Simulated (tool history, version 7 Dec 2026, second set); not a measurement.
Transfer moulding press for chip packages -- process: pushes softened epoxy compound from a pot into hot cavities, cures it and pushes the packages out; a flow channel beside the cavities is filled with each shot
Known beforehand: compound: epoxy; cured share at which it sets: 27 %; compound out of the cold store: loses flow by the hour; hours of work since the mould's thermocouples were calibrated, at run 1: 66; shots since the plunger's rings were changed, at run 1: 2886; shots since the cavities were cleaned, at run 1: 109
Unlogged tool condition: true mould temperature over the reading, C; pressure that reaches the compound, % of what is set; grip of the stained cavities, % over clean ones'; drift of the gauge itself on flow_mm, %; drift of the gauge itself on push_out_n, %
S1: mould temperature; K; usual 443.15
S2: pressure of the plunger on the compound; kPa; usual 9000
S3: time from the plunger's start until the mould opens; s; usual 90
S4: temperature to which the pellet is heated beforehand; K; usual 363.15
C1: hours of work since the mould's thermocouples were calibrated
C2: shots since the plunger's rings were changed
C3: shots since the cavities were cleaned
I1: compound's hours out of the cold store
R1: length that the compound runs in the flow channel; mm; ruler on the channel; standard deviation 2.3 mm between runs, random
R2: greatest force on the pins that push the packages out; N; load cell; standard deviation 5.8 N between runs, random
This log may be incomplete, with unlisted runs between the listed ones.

{"run": 1, "day": 0.0, "S1": 443.15, "S2": 9000, "S3": 90, "S4": 363.15, "C1": 66, "C2": 2886, "C3": 109, "I1": 36.7, "R1": 568, "R2": 248}
{"day": 1.229, "done": "plunger's sealing rings changed"}
{"run": 2, "day": 2.408, "S1": 443.15, "S2": 9000, "S3": 85, "S4": 363.15, "C1": 101, "C2": 367, "C3": 828, "I1": 23.7, "R1": 616, "R2": 367}
{"day": 3.242, "done": "cavities cleaned with cleaning compound and waxed"}
{"run": 3, "day": 4.092, "S1": 443.15, "S2": 9000, "S3": 85, "S4": 361.15, "C1": 126, "C2": 872, "C3": 265, "I1": 27.6, "R1": 606, "R2": 312}
{"run": 4, "day": 6.083, "S1": 443.15, "S2": 9000, "S3": 85, "S4": 361.15, "C1": 156, "C2": 1493, "C3": 886, "I1": 25.5, "R1": 602, "R2": 364}
{"day": 6.571, "done": "cavities cleaned with cleaning compound and waxed"}
{"run": 5, "day": 7.8, "S1": 439.15, "S2": 9000, "S3": 90, "S4": 363.15, "C1": 181, "C2": 2010, "C3": 384, "I1": 13.9, "R1": 640, "R2": 390}
{"run": 6, "day": 9.704, "S1": 439.15, "S2": 9000, "S3": 90, "S4": 363.15, "C1": 209, "C2": 2603, "C3": 977, "I1": 12.8, "R1": 634, "R2": 443}
{"day": 9.938, "done": "cavities cleaned with cleaning compound and waxed"}
{"run": 7, "day": 11.396, "S1": 443.15, "S2": 9000, "S3": 90, "S4": 363.15, "C1": 234, "C2": 3112, "C3": 455, "I1": 43.2, "R1": 552, "R2": 287}
{"day": 11.917, "done": "plunger's sealing rings changed"}
{"run": 8, "day": 13.133, "S1": 443.15, "S2": 9000, "S3": 90, "S4": 363.15, "C1": 258, "C2": 380, "C3": 964, "I1": 23.5, "R1": 625, "R2": 346}
{"day": 13.375, "done": "cavities cleaned with cleaning compound and waxed"}
{"run": 9, "day": 15.783, "S1": 443.15, "S2": 9000, "S3": 90, "S4": 363.15, "C1": 297, "C2": 1186, "C3": 751, "I1": 41.9, "R1": 569, "R2": 305}
{"day": 16.712, "done": "cavities cleaned with cleaning compound and waxed"}
{"run": 10, "day": 17.846, "S1": 443.15, "S2": 9000, "S3": 90, "S4": 363.15, "C1": 328, "C2": 1810, "C3": 353, "I1": 23.5, "R1": 612, "R2": 287}
{"run": 11, "day": 19.529, "S1": 443.15, "S2": 9000, "S3": 90, "S4": 363.15, "C1": 353, "C2": 2336, "C3": 879, "I1": 13.9, "R1": 629, "R2": 326}
{"day": 20.167, "done": "cavities cleaned with cleaning compound and waxed"}
{"run": 12, "day": 21.796, "S1": 443.15, "S2": 9000, "S3": 90, "S4": 363.15, "C1": 386, "C2": 3022, "C3": 508, "I1": 11.6, "R1": 628, "R2": 309}
{"day": 22.558, "done": "plunger's sealing rings changed"}
{"day": 23.604, "done": "cavities cleaned with cleaning compound and waxed"}
{"run": 13, "day": 23.604, "S1": 445.15, "S2": 9000, "S3": 90, "S4": 363.15, "C1": 411, "C2": 307, "C3": 0, "I1": 11.9, "R1": 646, "R2": 191}
{"run": 14, "day": 25.879, "S1": 445.15, "S2": 9000, "S3": 90, "S4": 363.15, "C1": 445, "C2": 1016, "C3": 709, "I1": 46.4, "R1": 558, "R2": 298}
{"day": 27.067, "done": "cavities cleaned with cleaning compound and waxed"}
{"run": 15, "day": 27.204, "S1": 445.15, "S2": 9000, "S3": 90, "S4": 363.15, "C1": 464, "C2": 1410, "C3": 43, "I1": 26.3, "R1": 602, "R2": 213}
{"run": 16, "day": 29.079, "S1": 439.15, "S2": 9380, "S3": 90, "S4": 370.15, "C1": 493, "C2": 1994, "C3": 627, "I1": 14.6, "R1": 649, "R2": 388}
{"day": 30.475, "done": "cavities cleaned with cleaning compound and waxed"}
{"run": 17, "day": 30.604, "S1": 443.15, "S2": 7960, "S3": 90, "S4": 363.15, "C1": 515, "C2": 2451, "C3": 40, "I1": 22.2, "R1": 569, "R2": 212}
{"run": 18, "day": 31.762, "S1": 449.15, "S2": 10420, "S3": 85, "S4": 363.15, "C1": 532, "C2": 2813, "C3": 402, "I1": 26.3, "R1": 619, "R2": 266}
{"day": 33.388, "done": "plunger's sealing rings changed"}
{"day": 34.012, "done": "cavities cleaned with cleaning compound and waxed"}
{"run": 19, "day": 34.242, "S1": 445.15, "S2": 9160, "S3": 99, "S4": 363.15, "C1": 567, "C2": 248, "C3": 73, "I1": 25.7, "R1": 615, "R2": 191}
{"run": 20, "day": 36.654, "S1": 446.15, "S2": 10660, "S3": 124, "S4": 363.15, "C1": 603, "C2": 1000, "C3": 825, "I1": 34.8, "R1": 633, "R2": 276}
{"day": 37.475, "done": "cavities cleaned with cleaning compound and waxed"}
{"run": 21, "day": 37.829, "S1": 440.15, "S2": 6890, "S3": 102, "S4": 357.15, "C1": 620, "C2": 1347, "C3": 111, "I1": 44.1, "R1": 503, "R2": 245}
{"day": 40.154, "done": "mould's thermocouples calibrated"}
{"run": 22, "day": 40.458, "S1": 440.15, "S2": 6890, "S3": 102, "S4": 357.15, "C1": 5, "C2": 2141, "C3": 905, "I1": 41.5, "R1": 499, "R2": 324}
{"day": 40.988, "done": "cavities cleaned with cleaning compound and waxed"}
{"run": 23, "day": 42.562, "S1": 440.15, "S2": 6890, "S3": 102, "S4": 357.15, "C1": 35, "C2": 2777, "C3": 491, "I1": 45.7, "R1": 491, "R2": 309}
{"day": 44.271, "done": "plunger's sealing rings changed"}
{"day": 44.496, "done": "cavities cleaned with cleaning compound and waxed"}
{"run": 24, "day": 44.496, "S1": 440.15, "S2": 6890, "S3": 102, "S4": 357.15, "C1": 62, "C2": 52, "C3": 0, "I1": 11.2, "R1": 581, "R2": 200}
{"run": 25, "day": 46.283, "S1": 437.15, "S2": 7990, "S3": 90, "S4": 370.15, "C1": 89, "C2": 609, "C3": 557, "I1": 39.8, "R1": 553, "R2": 445}
{"day": 47.833, "done": "cavities cleaned with cleaning compound and waxed"}
{"run": 26, "day": 48.442, "S1": 443.15, "S2": 8750, "S3": 90, "S4": 363.15, "C1": 121, "C2": 1263, "C3": 190, "I1": 11.4, "R1": 639, "R2": 271}
{"run": 27, "day": 50.917, "S1": 438.15, "S2": 6970, "S3": 90, "S4": 363.15, "C1": 158, "C2": 2034, "C3": 961, "I1": 12, "R1": 570, "R2": 479}

4 options for the next run, each taken on its own from the tool as it stands now. Forecast them:
{"day": 51.283, "done": "cavities cleaned with cleaning compound and waxed"}
{"run": "A", "day": 53.117, "S1": 443.15, "S2": 9370, "S3": 90, "S4": 363.15, "C1": 190, "C2": 2701, "C3": 571, "I1": 32.1, "R1": "?", "R2": "?"}
{"day": 51.283, "done": "cavities cleaned with cleaning compound and waxed"}
{"run": "B", "day": 53.117, "S1": 438.15, "S2": 8550, "S3": 103, "S4": 362.15, "C1": 190, "C2": 2701, "C3": 571, "I1": 45.3, "R1": "?", "R2": "?"}
{"day": 51.283, "done": "cavities cleaned with cleaning compound and waxed"}
{"run": "C", "day": 53.117, "S1": 437.15, "S2": 7790, "S3": 92, "S4": 363.15, "C1": 190, "C2": 2701, "C3": 571, "I1": 21.7, "R1": "?", "R2": "?"}
{"day": 51.283, "done": "cavities cleaned with cleaning compound and waxed"}
{"run": "D", "day": 53.117, "S1": 438.15, "S2": 10520, "S3": 90, "S4": 367.15, "C1": 190, "C2": 2701, "C3": 571, "I1": 9.6, "R1": "?", "R2": "?"}

run=A R1=594 R2=310
run=B R1=549 R2=331
run=C R1=576 R2=456
run=D R1=699 R2=456
With the hidden condition removed and each run's random variation left untouched, the same runs would have given:
run=A R1=620 R2=202
run=B R1=573 R2=216
run=C R1=601 R2=299
run=D R1=729 R2=299
